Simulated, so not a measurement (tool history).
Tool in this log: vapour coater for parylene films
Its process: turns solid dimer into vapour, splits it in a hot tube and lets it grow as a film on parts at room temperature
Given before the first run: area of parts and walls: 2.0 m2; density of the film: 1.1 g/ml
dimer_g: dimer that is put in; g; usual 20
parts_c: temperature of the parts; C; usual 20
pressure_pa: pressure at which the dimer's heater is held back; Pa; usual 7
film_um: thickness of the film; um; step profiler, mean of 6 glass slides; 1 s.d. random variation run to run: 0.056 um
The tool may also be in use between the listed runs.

Run 1, hour 0: usual settings. Result: film_um 6.22 um.
Run 2, hour 14.9: usual settings. Result: film_um 6.11 um.
Run 3, hour 35.6: usual settings but parts_c 23 C. Result: film_um 5.75 um.
Run 4, hour 55: usual settings but parts_c 23 C. Result: film_um 5.9 um.
Run 5, hour 75.4: usual settings but parts_c 23 C. Result: film_um 5.8 um.
Run 6, hour 84.6: usual settings but parts_c 23 C. Result: film_um 5.75 um.
Run 7, hour 93.3: usual settings but parts_c 23 C. Result: film_um 5.7 um.
Run 8, hour 105.2: usual settings. Result: film_um 6.11 um.
Run 9, hour 119.1: usual settings. Result: film_um 6.16 um.
Run 10, hour 128.1: usual settings. Result: film_um 6.14 um.
Run 11, hour 145.9: usual settings. Result: film_um 6.16 um.
Run 12, hour 154.5: usual settings but dimer_g 14 g. Result: film_um 4.28 um.
Run 13, hour 164.3: usual settings. Result: film_um 6.02 um.
Run 14, hour 175.8: usual settings but pressure_pa 7.98 Pa. Result: film_um 5.87 um.
Run 15, hour 192.1: usual settings but parts_c 28 C. Result: film_um 5.23 um.
Run 16, hour 202: usual settings but parts_c 28 C. Result: film_um 5.17 um.
Run 17, hour 212.4: usual settings but parts_c 28 C. Result: film_um 5.12 um.
Run 18, hour 226.8: usual settings but parts_c 28 C. Result: film_um 5.14 um.
Run 19, hour 241.5: usual settings but dimer_g 18 g. Result: film_um 5.42 um.
Run 20, hour 250.6: usual settings but dimer_g 11 g. Result: film_um 3.4 um.
Run 21, hour 260.3: usual settings. Result: film_um 6.08 um.
Run 22, hour 269.9: usual settings. Result: film_um 6.04 um.
Run 23, hour 289.5: usual settings but pressure_pa 2.05 Pa. Result: film_um 8.16 um.
Run 24, hour 303.9: usual settings but dimer_g 8 g, parts_c 13 C, pressure_pa 11.89 Pa. Result: film_um 2.48 um.
Run 25, hour 314.7: usual settings but dimer_g 29 g, parts_c 12 C, pressure_pa 11.89 Pa. Result: film_um 9.13 um.
Run 26, hour 334: usual settings but dimer_g 29 g, parts_c 12 C, pressure_pa 11.89 Pa. Result: film_um 9.05 um.
Run 27, hour 353.2: usual settings but dimer_g 21 g, parts_c 16 C, pressure_pa 4.41 Pa. Result: film_um 7.58 um.
Run 28, hour 369.8: usual settings but dimer_g 17 g, pressure_pa 2.51 Pa. Result: film_um 6.63 um.
At hour 385.4: trap's valve overhauled.
Run 29, hour 394.7: usual settings but dimer_g 17 g, pressure_pa 2.51 Pa. Result: film_um 6.23 um.
Run 30, hour 409.5: usual settings but dimer_g 17 g, parts_c 31 C, pressure_pa 2.46 Pa. Result: film_um 4.92 um.
Run 31, hour 421: usual settings but dimer_g 26 g, pressure_pa 11.47 Pa. Result: film_um 6.52 um.
Run 32, hour 434.6: usual settings but dimer_g 26 g, pressure_pa 11.47 Pa. Result: film_um 6.52 um.
Run 33, hour 454.9: usual settings but parts_c 31 C. Result: film_um 4.46 um.
Run 34, hour 465.1: usual settings but dimer_g 22 g. Result: film_um 6.11 um.
Run 35, hour 483.7: usual settings but dimer_g 22 g. Result: film_um 6.23 um.
Run 36, hour 501.4: usual settings but dimer_g 22 g. Result: film_um 6.22 um.
At hour 507.4: trap's valve overhauled, once more.
Run 37, hour 518.4: usual settings but dimer_g 33 g, pressure_pa 11.15 Pa. Result: film_um 9.56 um.
Run 38, hour 536.7: usual settings but dimer_g 33 g, pressure_pa 2.32 Pa. Result: film_um 14.23 um.
Run 39, hour 546.5: usual settings but dimer_g 12 g, pressure_pa 2.32 Pa. Result: film_um 5.08 um.
Run 40, hour 557.4: usual settings but parts_c 31 C. Result: film_um 5.17 um.
Run 41, hour 577.7: usual settings but parts_c 31 C. Result: film_um 5.18 um.
Run 42, hour 595: usual settings but dimer_g 13 g. Result: film_um 4.16 um.
Run 43, hour 607.6: usual settings but dimer_g 12 g, parts_c 28 C, pressure_pa 5.08 Pa. Result: film_um 3.53 um.
Run 44, hour 617: usual settings but dimer_g 10 g, parts_c 25 C, pressure_pa 3.7 Pa. Result: film_um 3.47 um.
Run 45, hour 628.5: usual settings but dimer_g 33 g, parts_c 16 C, pressure_pa 4.52 Pa. Result: film_um 13.08 um.

Alternative continuations, all from the tool just after run 45; predict every row:
Run A, hour 647.3: usual settings but dimer_g 33 g, parts_c 18 C, pressure_pa 4.52 Pa. Result: film_um ?.
Run B, hour 647.3: usual settings but dimer_g 33 g, parts_c 16 C, pressure_pa 10.01 Pa. Result: film_um ?.
Run C, hour 647.3: usual settings but dimer_g 10 g. Result: film_um ?.
Run D, hour 647.3: usual settings but dimer_g 16 g, parts_c 16 C, pressure_pa 2.97 Pa. Result: film_um ?.
Run E, hour 647.3: usual settings but dimer_g 18 g, parts_c 21 C, pressure_pa 3.53 Pa. Result: film_um ?.

run  film_um
  A     12.5
  B    10.63
  C     3.27
  D     6.87
  E     6.64
With the hidden condition removed and each run's random variation left untouched, the same runs would have given:
run  film_um
  A    12.71
  B    10.81
  C     3.33
  D     6.99
  E     6.75
